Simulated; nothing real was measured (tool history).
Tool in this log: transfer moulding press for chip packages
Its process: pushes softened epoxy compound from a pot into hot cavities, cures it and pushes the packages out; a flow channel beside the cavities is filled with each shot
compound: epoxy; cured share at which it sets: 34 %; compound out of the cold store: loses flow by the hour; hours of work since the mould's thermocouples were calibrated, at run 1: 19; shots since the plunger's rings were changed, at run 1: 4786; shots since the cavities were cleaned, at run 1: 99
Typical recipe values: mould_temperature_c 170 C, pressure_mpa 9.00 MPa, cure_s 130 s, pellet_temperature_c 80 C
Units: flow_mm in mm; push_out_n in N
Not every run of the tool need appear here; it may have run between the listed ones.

| run | hour | mould_temperature_c | pressure_mpa | cure_s | pellet_temperature_c | hours of work since the mould's thermocouples were calibrated | shots since the plunger's rings were changed | shots since the cavities were cleaned | incoming compound's hours out of the cold store | flow_mm | push_out_n |
|---|---|---|---|---|---|---|---|---|---|---|---|
| 1 | 0.0 | 170 | 9.00 | 130 | 80 | 19 | 4786 | 99 | 34.2 | 668 | 303 |
| 2 | 12.0 | 170 | 9.00 | 130 | 80 | 27 | 4913 | 226 | 44.0 | 632 | 317 |
| 3 | 25.9 | 170 | 9.00 | 130 | 80 | 37 | 5059 | 372 | 14.4 | 747 | 382 |
| 4 | 39.7 | 170 | 9.00 | 130 | 80 | 46 | 5204 | 517 | 24.3 | 709 | 387 |
| 5 | 53.5 | 170 | 9.00 | 130 | 80 | 56 | 5350 | 663 | 35.5 | 664 | 407 |
|  | 64.3 | cavities cleaned with cleaning compound and waxed |
| 6 | 65.6 | 170 | 9.00 | 113 | 80 | 63 | 5462 | 13 | 14.5 | 748 | 520 |
| 7 | 74.5 | 170 | 9.00 | 157 | 80 | 69 | 5556 | 107 | 42.4 | 631 | 423 |
| 8 | 86.3 | 170 | 9.00 | 157 | 80 | 77 | 5680 | 231 | 15.3 | 741 | 413 |
|  | 95.4 | cavities cleaned with cleaning compound and waxed, once more |
| 9 | 108.1 | 170 | 9.00 | 157 | 80 | 91 | 5894 | 133 | 24.1 | 691 | 293 |
| 10 | 128.3 | 170 | 9.00 | 157 | 80 | 105 | 6107 | 346 | 33.9 | 662 | 328 |
| 11 | 145.8 | 170 | 9.00 | 130 | 80 | 117 | 6292 | 531 | 18.5 | 729 | 392 |
| 12 | 160.0 | 170 | 9.00 | 130 | 80 | 127 | 6442 | 681 | 33.3 | 651 | 405 |
|  | 168.7 | cavities cleaned with cleaning compound and waxed |
| 13 | 179.7 | 176 | 9.00 | 130 | 80 | 139 | 6634 | 117 | 40.6 | 609 | 271 |
| 14 | 196.3 | 176 | 9.00 | 130 | 80 | 151 | 6809 | 292 | 44.2 | 598 | 326 |
|  | 214.6 | plunger's sealing rings changed |
| 15 | 218.8 | 170 | 9.24 | 124 | 80 | 165 | 44 | 502 | 10.8 | 838 | 420 |
| 16 | 230.0 | 170 | 9.24 | 124 | 86 | 172 | 163 | 621 | 24.5 | 769 | 406 |
|  | 243.9 | cavities cleaned with cleaning compound and waxed |
| 17 | 248.9 | 170 | 7.90 | 130 | 78 | 184 | 346 | 53 | 22.3 | 718 | 277 |
| 18 | 259.1 | 166 | 9.47 | 130 | 78 | 191 | 454 | 161 | 15.8 | 834 | 362 |
| 19 | 280.0 | 166 | 9.75 | 130 | 71 | 206 | 674 | 381 | 47.7 | 707 | 406 |
| 20 | 297.7 | 166 | 9.75 | 130 | 71 | 218 | 861 | 568 | 23.1 | 803 | 440 |
|  | 316.4 | cavities cleaned with cleaning compound and waxed |
| 21 | 319.4 | 170 | 9.75 | 130 | 87 | 232 | 1074 | 31 | 9.7 | 853 | 264 |
| 22 | 335.8 | 170 | 9.75 | 130 | 87 | 243 | 1247 | 204 | 30.9 | 752 | 329 |
| 23 | 351.5 | 170 | 9.10 | 166 | 75 | 254 | 1413 | 370 | 41.4 | 682 | 337 |

Run 24 has not been measured yet. What should we expect?
| 24 | 364.0 | 169 | 9.58 | 112 | 85 | 263 | 1544 | 501 | 29.7 | ? | ? |

Run 24 measured flow_mm 737 mm, push_out_n 460 N.
Were there no unlogged condition in the tool, this run, its random variation unchanged, would have produced flow_mm 754 mm, push_out_n 299 N.
